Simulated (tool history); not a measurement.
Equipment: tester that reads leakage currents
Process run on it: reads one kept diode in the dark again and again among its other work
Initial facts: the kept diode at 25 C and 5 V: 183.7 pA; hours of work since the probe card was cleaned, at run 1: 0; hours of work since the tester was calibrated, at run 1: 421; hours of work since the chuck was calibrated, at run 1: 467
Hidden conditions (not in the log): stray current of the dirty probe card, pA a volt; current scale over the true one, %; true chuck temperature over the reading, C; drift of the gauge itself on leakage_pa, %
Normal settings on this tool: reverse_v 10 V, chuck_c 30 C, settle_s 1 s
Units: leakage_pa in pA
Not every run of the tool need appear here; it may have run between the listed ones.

run   hour  reverse_v  chuck_c  settle_s  hours of work since the probe card was cleaned  hours of work since the tester was calibrated  hours of work since the chuck was calibrated  leakage_pa
  1      0         10       30         1                                               0                                            421                                           467      429.06
  2   22.7         10       30         1                                              14                                            435                                           481      430.18
  3   55.6         10       30         1                                              34                                            455                                           501       430.2
  4   77.6         10       30         1                                              48                                            469                                           515      431.03
  5   93.7         10       30         1                                              58                                            479                                           525      434.06
  6  109.1         10       30      0.66                                              68                                            488                                           534      433.68
  7    131         10       30      0.66                                              81                                            502                                           548      430.61
  8    150         10       30      0.66                                              93                                            513                                           559      430.78
  9  180.8         10       30      0.66                                             112                                            532                                           578      435.95
 10  210.3         10       30      1.72                                             130                                            551                                           597      436.58
 11  230.4          3       30         1                                             143                                            563                                           609      231.38
 12  247.9          3       30         1                                             153                                            574                                           620      230.62
 13  280.5         10       30         1                                             174                                            594                                           640      439.49
 14  310.8         10       30         1                                             192                                            613                                           659      436.49
 15  325.6          4       30         1                                             201                                            622                                           668      270.55
 16  350.9          4       30         1                                             217                                            638                                           684      269.21
 17  383.3          4       30         1                                             237                                            658                                           704       270.8
 18  401.8          4       46         1                                             249                                            669                                           715     1005.76
 19  422.7        2.2       42      7.02                                             262                                            682                                           728      535.54
 20  436.2        1.1       48      5.03                                             270                                            690                                           737      594.22
 21  451.2        1.1       48      5.03                                             279                                            700                                           746       594.4
 22  471.4        7.8       20      0.81                                             292                                            712                                           758       159.4
 23  490.7        7.8       52      4.13                                             304                                            724                                           770     2279.76
 24  517.3        7.8       46      4.13                                             320                                            741                                           787     1439.97
 25  546.3         10       29         1                                             338                                            759                                           805      409.78
 26  576.9       13.5       44         1                                             357                                            778                                           824     1646.27
 27  599.1        6.2       44         1                                             371                                            791                                           837     1088.87
 28  628.3        1.5       33         1                                             389                                            809                                           855      210.88

Predict each of these 5 candidate next runs independently; none follows another, all start after run 28:
  A  657.3        1.5       47      0.53                                             407                                            827                                           873           ?
  B  657.3        1.5       41         1                                             407                                            827                                           873           ?
  C  657.3       18.2       34      4.43                                             407                                            827                                           873           ?
  D  657.3        1.5       23      2.63                                             407                                            827                                           873           ?
  E  657.3         10       29         1                                             407                                            827                                           873           ?

run  leakage_pa
  A      654.85
  B      406.86
  C      855.71
  D       87.93
  E      409.34
Take away the tool's hidden state, keep each run's random variation, and the runs would have read:
run  leakage_pa
  A      615.28
  B      381.13
  C       794.7
  D       81.33
  E       378.9
